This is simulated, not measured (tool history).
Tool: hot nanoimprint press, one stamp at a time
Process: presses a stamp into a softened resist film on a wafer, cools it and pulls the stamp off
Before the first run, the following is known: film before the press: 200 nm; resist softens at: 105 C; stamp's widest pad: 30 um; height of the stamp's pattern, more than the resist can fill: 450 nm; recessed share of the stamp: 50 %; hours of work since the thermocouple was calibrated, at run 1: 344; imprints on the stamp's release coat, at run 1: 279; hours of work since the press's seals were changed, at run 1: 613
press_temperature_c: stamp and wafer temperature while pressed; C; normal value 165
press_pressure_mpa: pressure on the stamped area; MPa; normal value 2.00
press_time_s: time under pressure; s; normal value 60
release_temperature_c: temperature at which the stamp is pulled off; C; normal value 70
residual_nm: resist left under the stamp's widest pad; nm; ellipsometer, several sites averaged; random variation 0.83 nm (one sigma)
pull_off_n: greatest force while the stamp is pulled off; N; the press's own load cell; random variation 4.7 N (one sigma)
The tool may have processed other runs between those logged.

run,day,press_temperature_c,press_pressure_mpa,press_time_s,release_temperature_c,hours of work since the thermocouple was calibrated,imprints on the stamp's release coat,hours of work since the press's seals were changed,residual_nm,pull_off_n
1,0.000,165,2.00,60,70,344,279,613,110.5,234
2,0.867,165,2.00,65,70,357,363,626,109.0,223
3,2.354,165,2.00,60,70,379,508,648,110.3,228
4,4.117,165,2.00,60,70,406,679,675,111.1,227
# day 4.512: stamp cleaned and given a new release coat
5,5.496,165,2.00,60,70,423,97,692,110.9,225
6,6.829,165,2.00,60,70,443,226,712,110.5,239
7,8.171,165,2.00,60,70,463,357,732,110.3,242
8,9.696,165,2.00,60,70,485,505,755,109.6,224
9,11.175,165,2.00,60,70,508,649,777,110.2,229
# day 11.812: stamp cleaned and given a new release coat
10,12.192,165,2.00,60,70,519,37,788,112.4,234
11,13.179,165,2.00,35,70,534,133,803,131.0,226
12,14.475,165,2.00,35,70,553,259,822,130.6,230
13,15.933,165,2.00,35,65,575,401,844,128.2,242
# day 16.779: plate thermocouple calibrated
14,16.779,165,2.00,60,70,0,471,855,110.0,235
15,17.746,165,2.00,60,70,14,565,870,110.6,237
# day 19.238: stamp cleaned and given a new release coat
16,19.362,165,1.86,60,58,35,13,890,114.4,259
# day 20.825: press's hydraulic seals changed and the load cell set to zero
17,21.017,165,2.06,60,55,55,141,3,110.3,269
18,22.346,165,2.06,60,55,75,270,23,108.5,268
19,24.054,165,2.06,60,55,100,437,48,109.4,267
20,25.358,170,2.29,60,55,120,564,68,83.6,258
# day 26.917: stamp cleaned and given a new release coat
21,27.075,165,2.91,69,58,142,15,90,87.7,264
22,27.825,165,1.21,69,58,153,88,101,134.6,255
23,29.433,165,1.21,69,58,177,245,125,131.5,246
24,31.083,165,1.21,69,58,202,406,150,133.9,253
25,31.804,156,1.70,39,65,212,476,161,170.1,248
26,33.350,165,2.00,60,61,236,626,184,112.8,258
# day 34.229: stamp cleaned and given a new release coat
27,35.258,169,2.39,31,59,260,100,209,108.0,259
28,36.333,157,2.39,33,59,277,205,225,158.2,252
29,37.675,157,1.29,33,63,297,335,245,178.9,251
30,38.717,157,1.29,33,63,312,437,260,177.8,251

Here are 4 independent what-if runs from the current tool condition. What would each one return?
A,40.012,160,2.47,33,63,332,563,280,?,?
B,40.012,157,1.29,49,63,332,563,280,?,?
C,40.012,164,2.00,31,75,332,563,280,?,?
D,40.012,163,1.29,36,74,332,563,280,?,?

run,residual_nm,pull_off_n
A,143.6,253
B,174.1,247
C,136.3,226
D,159.5,229
Stripped of hidden state, with their random variation kept, the same runs would have yielded:
run,residual_nm,pull_off_n
A,143.8,251
B,174.2,245
C,136.4,224
D,159.7,227
